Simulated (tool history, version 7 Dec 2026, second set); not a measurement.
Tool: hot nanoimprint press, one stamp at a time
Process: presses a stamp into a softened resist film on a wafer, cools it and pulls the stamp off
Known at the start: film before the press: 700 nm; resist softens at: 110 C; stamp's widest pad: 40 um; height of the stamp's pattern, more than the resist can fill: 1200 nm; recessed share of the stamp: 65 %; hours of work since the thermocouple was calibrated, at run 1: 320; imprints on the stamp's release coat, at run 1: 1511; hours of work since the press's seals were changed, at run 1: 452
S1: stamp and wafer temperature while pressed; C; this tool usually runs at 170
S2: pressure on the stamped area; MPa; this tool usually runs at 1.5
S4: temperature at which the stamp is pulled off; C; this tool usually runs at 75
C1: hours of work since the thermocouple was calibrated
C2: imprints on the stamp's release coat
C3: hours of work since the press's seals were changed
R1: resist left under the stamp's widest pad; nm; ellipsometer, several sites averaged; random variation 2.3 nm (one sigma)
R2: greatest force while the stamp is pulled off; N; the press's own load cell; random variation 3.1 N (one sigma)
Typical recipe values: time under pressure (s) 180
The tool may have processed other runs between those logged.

{"run": 1, "hour": 0.0, "S1": 170, "S2": 1.5, "time under pressure (s)": 180, "S4": 75, "C1": 320, "C2": 1511, "C3": 452, "R1": 360.3, "R2": 206}
{"run": 2, "hour": 31.8, "S1": 170, "S2": 1.5, "time under pressure (s)": 180, "S4": 75, "C1": 343, "C2": 1619, "C3": 475, "R1": 353.6, "R2": 211}
{"run": 3, "hour": 66.1, "S1": 170, "S2": 1.5, "time under pressure (s)": 180, "S4": 75, "C1": 368, "C2": 1736, "C3": 500, "R1": 356.6, "R2": 219}
{"run": 4, "hour": 106.3, "S1": 170, "S2": 1.5, "time under pressure (s)": 180, "S4": 75, "C1": 397, "C2": 1873, "C3": 529, "R1": 357, "R2": 215}
{"hour": 125.4, "done": "stamp cleaned and given a new release coat"}
{"hour": 141.7, "done": "plate thermocouple calibrated"}
{"run": 5, "hour": 149.6, "S1": 170, "S2": 1.5, "time under pressure (s)": 180, "S4": 75, "C1": 6, "C2": 72, "C3": 554, "R1": 374.9, "R2": 147}
{"run": 6, "hour": 179.7, "S1": 170, "S2": 1.5, "time under pressure (s)": 180, "S4": 75, "C1": 27, "C2": 175, "C3": 576, "R1": 370.4, "R2": 159}
{"run": 7, "hour": 203.1, "S1": 170, "S2": 1.5, "time under pressure (s)": 180, "S4": 75, "C1": 44, "C2": 255, "C3": 593, "R1": 368.1, "R2": 161}
{"run": 8, "hour": 230.4, "S1": 170, "S2": 1.5, "time under pressure (s)": 180, "S4": 75, "C1": 64, "C2": 348, "C3": 613, "R1": 367.5, "R2": 161}
{"run": 9, "hour": 270.1, "S1": 170, "S2": 1.77, "time under pressure (s)": 180, "S4": 75, "C1": 93, "C2": 483, "C3": 641, "R1": 344.3, "R2": 166}
{"run": 10, "hour": 323.2, "S1": 170, "S2": 1.77, "time under pressure (s)": 180, "S4": 75, "C1": 131, "C2": 665, "C3": 680, "R1": 341.8, "R2": 177}
{"run": 11, "hour": 347.3, "S1": 170, "S2": 1.54, "time under pressure (s)": 180, "S4": 75, "C1": 149, "C2": 747, "C3": 697, "R1": 366.6, "R2": 173}
{"run": 12, "hour": 389.9, "S1": 170, "S2": 1.54, "time under pressure (s)": 180, "S4": 75, "C1": 180, "C2": 892, "C3": 728, "R1": 365.7, "R2": 176}
{"run": 13, "hour": 413.2, "S1": 170, "S2": 1.28, "time under pressure (s)": 180, "S4": 75, "C1": 196, "C2": 972, "C3": 745, "R1": 390.4, "R2": 186}
{"run": 14, "hour": 464.8, "S1": 170, "S2": 1.32, "time under pressure (s)": 180, "S4": 75, "C1": 234, "C2": 1148, "C3": 782, "R1": 386.8, "R2": 189}
{"run": 15, "hour": 516.5, "S1": 173, "S2": 1.01, "time under pressure (s)": 180, "S4": 69, "C1": 271, "C2": 1324, "C3": 820, "R1": 381.9, "R2": 203}
{"run": 16, "hour": 548.5, "S1": 165, "S2": 0.9, "time under pressure (s)": 180, "S4": 77, "C1": 294, "C2": 1433, "C3": 843, "R1": 507, "R2": 199}
{"run": 17, "hour": 581.9, "S1": 165, "S2": 0.9, "time under pressure (s)": 180, "S4": 77, "C1": 318, "C2": 1547, "C3": 867, "R1": 497.5, "R2": 204}
{"run": 18, "hour": 608.3, "S1": 165, "S2": 0.9, "time under pressure (s)": 180, "S4": 77, "C1": 338, "C2": 1637, "C3": 886, "R1": 504.4, "R2": 203}
{"run": 19, "hour": 649.2, "S1": 165, "S2": 0.9, "time under pressure (s)": 180, "S4": 77, "C1": 367, "C2": 1777, "C3": 916, "R1": 499.3, "R2": 216}
{"hour": 696.6, "done": "stamp cleaned and given a new release coat"}
{"run": 20, "hour": 699.8, "S1": 179, "S2": 1.25, "time under pressure (s)": 280, "S4": 70, "C1": 399, "C2": 11, "C3": 948, "R1": 239.4, "R2": 155}
{"hour": 727.7, "done": "plate thermocouple calibrated"}
{"run": 21, "hour": 734.9, "S1": 160, "S2": 1.72, "time under pressure (s)": 200, "S4": 68, "C1": 5, "C2": 121, "C3": 971, "R1": 480.5, "R2": 161}
{"run": 22, "hour": 760.6, "S1": 164, "S2": 1.62, "time under pressure (s)": 200, "S4": 68, "C1": 24, "C2": 208, "C3": 990, "R1": 429.7, "R2": 160}
{"run": 23, "hour": 798.5, "S1": 161, "S2": 1.5, "time under pressure (s)": 182, "S4": 79, "C1": 51, "C2": 337, "C3": 1017, "R1": 495.7, "R2": 156}
{"run": 24, "hour": 842.2, "S1": 175, "S2": 1.5, "time under pressure (s)": 185, "S4": 62, "C1": 83, "C2": 487, "C3": 1049, "R1": 306.9, "R2": 191}
{"run": 25, "hour": 891.4, "S1": 175, "S2": 1.5, "time under pressure (s)": 185, "S4": 62, "C1": 118, "C2": 654, "C3": 1084, "R1": 303.8, "R2": 181}
{"hour": 924.4, "done": "press's hydraulic seals changed and the load cell set to zero"}
{"run": 26, "hour": 928.1, "S1": 170, "S2": 1.14, "time under pressure (s)": 116, "S4": 75, "C1": 139, "C2": 752, "C3": 3, "R1": 455.1, "R2": 178}
{"run": 27, "hour": 980.4, "S1": 170, "S2": 1.34, "time under pressure (s)": 180, "S4": 70, "C1": 177, "C2": 931, "C3": 41, "R1": 377.1, "R2": 185}

Here are 4 independent what-if runs from the current tool condition. What would each one return?
{"run": "A", "hour": 1005.4, "S1": 170, "S2": 2.26, "time under pressure (s)": 180, "S4": 70, "C1": 195, "C2": 1016, "C3": 59, "R1": "?", "R2": "?"}
{"run": "B", "hour": 1005.4, "S1": 166, "S2": 1.5, "time under pressure (s)": 251, "S4": 67, "C1": 195, "C2": 1016, "C3": 59, "R1": "?", "R2": "?"}
{"run": "C", "hour": 1005.4, "S1": 170, "S2": 1.27, "time under pressure (s)": 91, "S4": 70, "C1": 195, "C2": 1016, "C3": 59, "R1": "?", "R2": "?"}
{"run": "D", "hour": 1005.4, "S1": 170, "S2": 2.04, "time under pressure (s)": 180, "S4": 70, "C1": 195, "C2": 1016, "C3": 59, "R1": "?", "R2": "?"}

run=A R1=296.7 R2=191
run=B R1=370.9 R2=192
run=C R1=464.9 R2=197
run=D R1=308.7 R2=190
Had the tool no hidden state, the same runs would have come out as:
run=A R1=306.7 R2=155
run=B R1=383.3 R2=155
run=C R1=476.1 R2=159
run=D R1=319.1 R2=154
